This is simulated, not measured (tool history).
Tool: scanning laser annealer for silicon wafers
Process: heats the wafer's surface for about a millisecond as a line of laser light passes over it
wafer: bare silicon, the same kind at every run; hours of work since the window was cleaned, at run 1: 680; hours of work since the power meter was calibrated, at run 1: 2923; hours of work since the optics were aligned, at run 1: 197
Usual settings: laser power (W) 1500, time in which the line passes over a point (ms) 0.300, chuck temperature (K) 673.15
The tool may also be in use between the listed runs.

run	hour	laser power (W)	time in which the line passes over a point (ms)	chuck temperature (K)	hours of work since the window was cleaned	hours of work since the power meter was calibrated	hours of work since the optics were aligned	highest temperature of the surface (K)
1	0.0	1500	0.300	673.15	680	2923	197	1411.15
2	44.3	1375	0.300	673.15	715	2958	232	1327.15
3	95.3	1500	0.300	673.15	755	2999	272	1408.15
4	175.8	1500	0.300	673.15	819	3062	336	1405.15
5	250.0	1500	0.300	673.15	877	3121	395	1397.15
# hour 267.3: window over the wafer cleaned
6	323.3	1500	0.300	673.15	44	3178	451	1429.15
7	371.8	1326	0.300	673.15	83	3216	490	1316.15
8	433.1	1500	0.300	673.15	131	3264	538	1424.15
9	481.4	1500	0.269	673.15	169	3303	576	1381.15
# hour 489.4: laser's power meter calibrated
10	530.9	1396	0.300	673.15	206	33	613	1337.15
11	611.9	1456	0.288	665.15	270	97	677	1352.15
# hour 703.2: optics aligned, line set to its width
12	706.1	1456	0.288	665.15	341	168	2	1361.15
13	752.7	1609	0.288	703.15	378	204	39	1491.15
14	835.7	1590	0.288	703.15	444	270	105	1477.15
15	890.4	1480	0.286	673.15	487	313	148	1372.15
16	966.7	1290	0.254	673.15	547	374	209	1218.15
# hour 1004.7: laser's power meter calibrated, once more
17	1009.1	1300	0.270	681.15	578	3	240	1282.15

Forecast each of these 5 alternatives for the next run:
A	1083.1	1411	0.289	691.15	637	62	298	?
B	1083.1	1535	0.341	699.15	637	62	298	?
C	1083.1	1565	0.276	673.15	637	62	298	?
D	1083.1	1447	0.300	671.15	637	62	298	?
E	1083.1	1321	0.255	690.15	637	62	298	?

run	highest temperature of the surface (K)
A	1381.15
B	1537.15
C	1443.15
D	1393.15
E	1282.15
Without the tool's hidden state the same runs would have given:
run	highest temperature of the surface (K)
A	1415.15
B	1578.15
C	1481.15
D	1429.15
E	1311.15
